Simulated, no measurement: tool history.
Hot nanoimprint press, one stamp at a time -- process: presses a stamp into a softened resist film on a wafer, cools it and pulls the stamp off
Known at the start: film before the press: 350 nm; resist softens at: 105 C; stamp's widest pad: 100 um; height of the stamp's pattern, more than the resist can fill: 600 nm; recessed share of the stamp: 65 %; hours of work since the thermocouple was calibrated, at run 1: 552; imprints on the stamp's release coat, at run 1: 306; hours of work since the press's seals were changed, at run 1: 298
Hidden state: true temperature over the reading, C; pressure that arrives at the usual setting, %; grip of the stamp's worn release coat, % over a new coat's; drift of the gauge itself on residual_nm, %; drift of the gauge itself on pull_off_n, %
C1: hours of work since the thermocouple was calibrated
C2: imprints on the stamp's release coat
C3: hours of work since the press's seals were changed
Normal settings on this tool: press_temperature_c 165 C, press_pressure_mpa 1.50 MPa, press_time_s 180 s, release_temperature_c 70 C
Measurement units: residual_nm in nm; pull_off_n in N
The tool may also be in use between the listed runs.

{"run": 1, "hour": 0.0, "press_temperature_c": 165, "press_pressure_mpa": 1.5, "press_time_s": 180, "release_temperature_c": 70, "C1": 552, "C2": 306, "C3": 298, "residual_nm": 185.0, "pull_off_n": 164}
{"run": 2, "hour": 41.5, "press_temperature_c": 165, "press_pressure_mpa": 1.5, "press_time_s": 180, "release_temperature_c": 70, "C1": 578, "C2": 428, "C3": 324, "residual_nm": 186.8, "pull_off_n": 163}
{"hour": 50.0, "done": "plate thermocouple calibrated"}
{"run": 3, "hour": 79.4, "press_temperature_c": 154, "press_pressure_mpa": 1.5, "press_time_s": 180, "release_temperature_c": 70, "C1": 19, "C2": 530, "C3": 346, "residual_nm": 289.6, "pull_off_n": 163}
{"run": 4, "hour": 112.1, "press_temperature_c": 154, "press_pressure_mpa": 1.5, "press_time_s": 180, "release_temperature_c": 76, "C1": 39, "C2": 627, "C3": 366, "residual_nm": 287.5, "pull_off_n": 153}
{"run": 5, "hour": 155.0, "press_temperature_c": 161, "press_pressure_mpa": 1.5, "press_time_s": 180, "release_temperature_c": 70, "C1": 66, "C2": 753, "C3": 394, "residual_nm": 224.8, "pull_off_n": 167}
{"run": 6, "hour": 197.3, "press_temperature_c": 165, "press_pressure_mpa": 1.5, "press_time_s": 180, "release_temperature_c": 70, "C1": 93, "C2": 878, "C3": 420, "residual_nm": 182.2, "pull_off_n": 158}
{"run": 7, "hour": 238.2, "press_temperature_c": 165, "press_pressure_mpa": 1.46, "press_time_s": 180, "release_temperature_c": 70, "C1": 119, "C2": 998, "C3": 446, "residual_nm": 185.7, "pull_off_n": 166}
{"run": 8, "hour": 267.6, "press_temperature_c": 165, "press_pressure_mpa": 1.19, "press_time_s": 180, "release_temperature_c": 70, "C1": 137, "C2": 1084, "C3": 465, "residual_nm": 200.7, "pull_off_n": 160}
{"run": 9, "hour": 305.2, "press_temperature_c": 165, "press_pressure_mpa": 1.35, "press_time_s": 180, "release_temperature_c": 70, "C1": 161, "C2": 1195, "C3": 488, "residual_nm": 192.3, "pull_off_n": 160}
{"run": 10, "hour": 352.7, "press_temperature_c": 153, "press_pressure_mpa": 1.5, "press_time_s": 180, "release_temperature_c": 70, "C1": 191, "C2": 1335, "C3": 518, "residual_nm": 295.2, "pull_off_n": 159}
{"run": 11, "hour": 403.9, "press_temperature_c": 153, "press_pressure_mpa": 1.5, "press_time_s": 180, "release_temperature_c": 70, "C1": 223, "C2": 1486, "C3": 551, "residual_nm": 296.0, "pull_off_n": 165}
{"hour": 445.3, "done": "stamp cleaned and given a new release coat"}
{"run": 12, "hour": 474.3, "press_temperature_c": 153, "press_pressure_mpa": 1.5, "press_time_s": 180, "release_temperature_c": 70, "C1": 264, "C2": 85, "C3": 591, "residual_nm": 296.6, "pull_off_n": 159}
{"run": 13, "hour": 514.8, "press_temperature_c": 165, "press_pressure_mpa": 1.5, "press_time_s": 180, "release_temperature_c": 70, "C1": 290, "C2": 204, "C3": 617, "residual_nm": 184.4, "pull_off_n": 163}
{"run": 14, "hour": 568.2, "press_temperature_c": 165, "press_pressure_mpa": 1.5, "press_time_s": 272, "release_temperature_c": 70, "C1": 323, "C2": 361, "C3": 650, "residual_nm": 159.4, "pull_off_n": 161}
{"run": 15, "hour": 601.0, "press_temperature_c": 165, "press_pressure_mpa": 1.5, "press_time_s": 272, "release_temperature_c": 70, "C1": 344, "C2": 458, "C3": 671, "residual_nm": 159.6, "pull_off_n": 159}
{"run": 16, "hour": 657.1, "press_temperature_c": 165, "press_pressure_mpa": 1.5, "press_time_s": 272, "release_temperature_c": 70, "C1": 379, "C2": 623, "C3": 707, "residual_nm": 158.2, "pull_off_n": 161}
{"run": 17, "hour": 692.0, "press_temperature_c": 165, "press_pressure_mpa": 1.93, "press_time_s": 272, "release_temperature_c": 73, "C1": 401, "C2": 726, "C3": 729, "residual_nm": 140.6, "pull_off_n": 157}
{"run": 18, "hour": 749.7, "press_temperature_c": 165, "press_pressure_mpa": 1.93, "press_time_s": 272, "release_temperature_c": 73, "C1": 438, "C2": 895, "C3": 765, "residual_nm": 141.8, "pull_off_n": 155}
{"run": 19, "hour": 817.4, "press_temperature_c": 163, "press_pressure_mpa": 2.1, "press_time_s": 133, "release_temperature_c": 69, "C1": 480, "C2": 1095, "C3": 808, "residual_nm": 195.7, "pull_off_n": 163}
{"run": 20, "hour": 871.4, "press_temperature_c": 163, "press_pressure_mpa": 2.1, "press_time_s": 133, "release_temperature_c": 69, "C1": 515, "C2": 1254, "C3": 842, "residual_nm": 197.5, "pull_off_n": 161}
{"hour": 889.2, "done": "press's hydraulic seals changed and the load cell set to zero"}
{"run": 21, "hour": 952.2, "press_temperature_c": 163, "press_pressure_mpa": 2.1, "press_time_s": 133, "release_temperature_c": 69, "C1": 560, "C2": 1468, "C3": 40, "residual_nm": 195.6, "pull_off_n": 166}
{"hour": 991.2, "done": "plate thermocouple calibrated"}
{"hour": 1003.9, "done": "stamp cleaned and given a new release coat"}
{"run": 22, "hour": 1004.1, "press_temperature_c": 163, "press_pressure_mpa": 2.1, "press_time_s": 133, "release_temperature_c": 69, "C1": 4, "C2": 0, "C3": 67, "residual_nm": 194.9, "pull_off_n": 161}
{"run": 23, "hour": 1048.6, "press_temperature_c": 166, "press_pressure_mpa": 1.74, "press_time_s": 99, "release_temperature_c": 69, "C1": 32, "C2": 131, "C3": 95, "residual_nm": 201.5, "pull_off_n": 164}
{"run": 24, "hour": 1085.2, "press_temperature_c": 160, "press_pressure_mpa": 1.74, "press_time_s": 106, "release_temperature_c": 60, "C1": 56, "C2": 239, "C3": 118, "residual_nm": 254.0, "pull_off_n": 174}
{"run": 25, "hour": 1155.3, "press_temperature_c": 167, "press_pressure_mpa": 1.78, "press_time_s": 305, "release_temperature_c": 55, "C1": 100, "C2": 445, "C3": 162, "residual_nm": 123.2, "pull_off_n": 182}
{"run": 26, "hour": 1198.3, "press_temperature_c": 167, "press_pressure_mpa": 1.78, "press_time_s": 305, "release_temperature_c": 55, "C1": 127, "C2": 572, "C3": 189, "residual_nm": 125.4, "pull_off_n": 188}
{"run": 27, "hour": 1237.6, "press_temperature_c": 158, "press_pressure_mpa": 1.44, "press_time_s": 105, "release_temperature_c": 63, "C1": 152, "C2": 687, "C3": 214, "residual_nm": 281.3, "pull_off_n": 174}
{"run": 28, "hour": 1292.5, "press_temperature_c": 165, "press_pressure_mpa": 0.99, "press_time_s": 315, "release_temperature_c": 56, "C1": 186, "C2": 849, "C3": 249, "residual_nm": 179.3, "pull_off_n": 182}
{"run": 29, "hour": 1339.0, "press_temperature_c": 171, "press_pressure_mpa": 1.5, "press_time_s": 91, "release_temperature_c": 70, "C1": 216, "C2": 986, "C3": 278, "residual_nm": 175.8, "pull_off_n": 161}
{"run": 30, "hour": 1408.7, "press_temperature_c": 167, "press_pressure_mpa": 1.37, "press_time_s": 250, "release_temperature_c": 68, "C1": 260, "C2": 1191, "C3": 322, "residual_nm": 153.5, "pull_off_n": 162}

3 ways to go on from here, each from the tool as it stands after run 30. What would each give?
{"run": "A", "hour": 1463.8, "press_temperature_c": 165, "press_pressure_mpa": 1.5, "press_time_s": 182, "release_temperature_c": 70, "C1": 294, "C2": 1353, "C3": 357, "residual_nm": "?", "pull_off_n": "?"}
{"run": "B", "hour": 1463.8, "press_temperature_c": 165, "press_pressure_mpa": 1.35, "press_time_s": 96, "release_temperature_c": 66, "C1": 294, "C2": 1353, "C3": 357, "residual_nm": "?", "pull_off_n": "?"}
{"run": "C", "hour": 1463.8, "press_temperature_c": 172, "press_pressure_mpa": 1.23, "press_time_s": 180, "release_temperature_c": 70, "C1": 294, "C2": 1353, "C3": 357, "residual_nm": "?", "pull_off_n": "?"}

run=A residual_nm=183.0 pull_off_n=160
run=B residual_nm=234.5 pull_off_n=166
run=C residual_nm=139.2 pull_off_n=162
With no hidden state in the tool, these same runs would have given:
run=A residual_nm=182.8 pull_off_n=160
run=B residual_nm=234.3 pull_off_n=166
run=C residual_nm=139.0 pull_off_n=161
